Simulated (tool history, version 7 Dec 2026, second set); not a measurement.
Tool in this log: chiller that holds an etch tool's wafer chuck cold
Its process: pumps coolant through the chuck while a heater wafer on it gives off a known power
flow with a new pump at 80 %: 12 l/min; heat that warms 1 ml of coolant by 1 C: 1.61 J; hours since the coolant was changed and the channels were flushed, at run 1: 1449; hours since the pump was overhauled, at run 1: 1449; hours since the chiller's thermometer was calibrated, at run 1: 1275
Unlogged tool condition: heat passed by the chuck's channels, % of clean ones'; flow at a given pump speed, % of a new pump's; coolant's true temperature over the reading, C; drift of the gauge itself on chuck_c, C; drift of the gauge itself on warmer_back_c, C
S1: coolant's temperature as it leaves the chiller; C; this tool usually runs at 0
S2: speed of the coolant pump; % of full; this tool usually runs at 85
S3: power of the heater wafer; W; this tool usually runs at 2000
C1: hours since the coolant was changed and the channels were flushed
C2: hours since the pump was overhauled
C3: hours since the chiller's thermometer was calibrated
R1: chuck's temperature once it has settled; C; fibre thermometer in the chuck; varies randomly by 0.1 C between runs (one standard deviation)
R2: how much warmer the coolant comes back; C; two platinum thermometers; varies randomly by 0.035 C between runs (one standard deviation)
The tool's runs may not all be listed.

Run 1, hour 0: usual settings; C1 1449; C2 1449; C3 1275. Result: R1 17.8 C, R2 6.1 C.
Run 2, hour 120.3: usual settings but S2 80 % of full; C1 1569; C2 1569; C3 1395. Result: R1 18.7 C, R2 6.42 C.
Run 3, hour 193.6: usual settings but S2 80 % of full; C1 1643; C2 1643; C3 1469. Result: R1 19 C, R2 6.44 C.
Run 4, hour 253.2: usual settings but S2 73 % of full; C1 1702; C2 1702; C3 1528. Result: R1 20.4 C, R2 7.09 C.
Run 5, hour 365: usual settings; C1 1814; C2 1814; C3 1640. Result: R1 18.2 C, R2 6.12 C.
Run 6, hour 447.9: usual settings; C1 1897; C2 1897; C3 1723. Result: R1 18.3 C, R2 6.09 C.
Run 7, hour 546.3: usual settings but S1 3 C, S2 66 % of full; C1 1995; C2 1995; C3 1821. Result: R1 25.7 C, R2 7.89 C.
Run 8, hour 629.3: usual settings but S1 3 C, S2 66 % of full; C1 2078; C2 2078; C3 1904. Result: R1 25.9 C, R2 7.86 C.
Run 9, hour 699.1: usual settings but S1 3 C, S2 66 % of full; C1 2148; C2 2148; C3 1974. Result: R1 26 C, R2 7.83 C.
Run 10, hour 804: usual settings but S2 76 % of full; C1 2253; C2 2253; C3 2079. Result: R1 20.5 C, R2 6.91 C.
Run 11, hour 872.8: usual settings but S3 1547 W; C1 2322; C2 2322; C3 2148. Result: R1 14.7 C, R2 4.73 C.

Consider 4 possible next runs. They are alternatives, not a sequence: every one starts from the tool as it was left by run 11. What does each give?
Run A, hour 974.3: usual settings but S1 1 C, S3 1547 W; C1 2423; C2 2423; C3 2249. Result: R1 ?, R2 ?.
Run B, hour 974.3: usual settings but S1 -6 C, S2 72 % of full, S3 1751 W; C1 2423; C2 2423; C3 2249. Result: R1 ?, R2 ?.
Run C, hour 974.3: usual settings but S2 98 % of full, S3 1209 W; C1 2423; C2 2423; C3 2249. Result: R1 ?, R2 ?.
Run D, hour 974.3: usual settings but S1 9 C, S2 81 % of full, S3 1458 W; C1 2423; C2 2423; C3 2249. Result: R1 ?, R2 ?.

run    R1    R2
  A  15.8  4.77
  B    13  6.32
  C  10.3  3.26
  D  23.4  4.76
What these runs would have given with no unlogged condition in the tool:
run    R1    R2
  A  13.7  4.53
  B  10.4     6
  C   8.8  3.09
  D  21.4  4.52

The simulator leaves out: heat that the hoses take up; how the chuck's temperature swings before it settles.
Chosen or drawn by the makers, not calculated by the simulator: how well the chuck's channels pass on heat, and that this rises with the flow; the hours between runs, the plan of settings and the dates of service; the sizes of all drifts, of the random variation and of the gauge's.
